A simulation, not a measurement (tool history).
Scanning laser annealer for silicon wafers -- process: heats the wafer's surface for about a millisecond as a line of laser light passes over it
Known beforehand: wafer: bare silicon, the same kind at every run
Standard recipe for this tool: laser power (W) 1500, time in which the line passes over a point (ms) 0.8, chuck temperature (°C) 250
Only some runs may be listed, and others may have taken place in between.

run    hour  laser power (W)  time in which the line passes over a point (ms)  chuck temperature (°C)  highest temperature of the surface (°C)
  1       0             1500                                              0.8                     250                                     1040
  2    62.1             1500                                              0.8                     250                                     1043
  3   109.7             1500                                            0.753                     250                                     1022
  4   135.9             1500                                              0.8                     247                                     1039
  5   171.8             1500                                              0.8                     216                                     1004
  6   216.3             1500                                              0.8                     216                                     1003
  7   273.7             1500                                              0.8                     216                                     1009
      296.6  -- optics aligned, line set to its width
  8   321.2             1500                                              0.8                     250                                     1043
  9   378.3             1500                                              0.8                     250                                     1043
        400  -- window over the wafer cleaned
 10   412.8             1500                                              0.8                     251                                     1043
 11   448.5             1379                                              0.8                     250                                      969
 12     474             1500                                              0.8                     250                                     1043
 13   504.3             1500                                              0.8                     250                                     1043
 14   548.6             1500                                              0.8                     250                                     1044
 15   578.8             1500                                              0.8                     250                                     1041
 16   620.1             1500                                              0.8                     250                                     1043
 17   674.9             1572                                            0.823                     254                                     1102
 18   732.8             1537                                            0.826                     254                                     1079
 19   775.1             1537                                            0.702                     259                                     1027
 20     813             1297                                            0.856                     250                                      938
 21   847.1             1575                                            0.714                     269                                     1064
 22   900.2             1575                                            0.714                     269                                     1067
      912.7  -- window over the wafer cleaned
 23   947.7             1575                                            0.714                     269                                     1066
 24  1002.4             1340                                              0.8                     285                                      982

Each row is a separate what-if for the run after 24, all from the same tool condition, not one after another. Results?
  A  1057.3             1420                                            0.683                     250                                        ?
  B  1057.3             1472                                              0.7                     253                                        ?
  C  1057.3             1531                                              0.8                     250                                        ?
  D  1057.3             1441                                              0.6                     272                                        ?
  E  1057.3             1500                                            0.954                     250                                        ?

run  highest temperature of the surface (°C)
  A                                      945
  B                                      983
  C                                     1063
  D                                      936
  E                                     1108
Without the tool's hidden state the same runs would have given:
run  highest temperature of the surface (°C)
  A                                      946
  B                                      983
  C                                     1063
  D                                      936
  E                                     1109
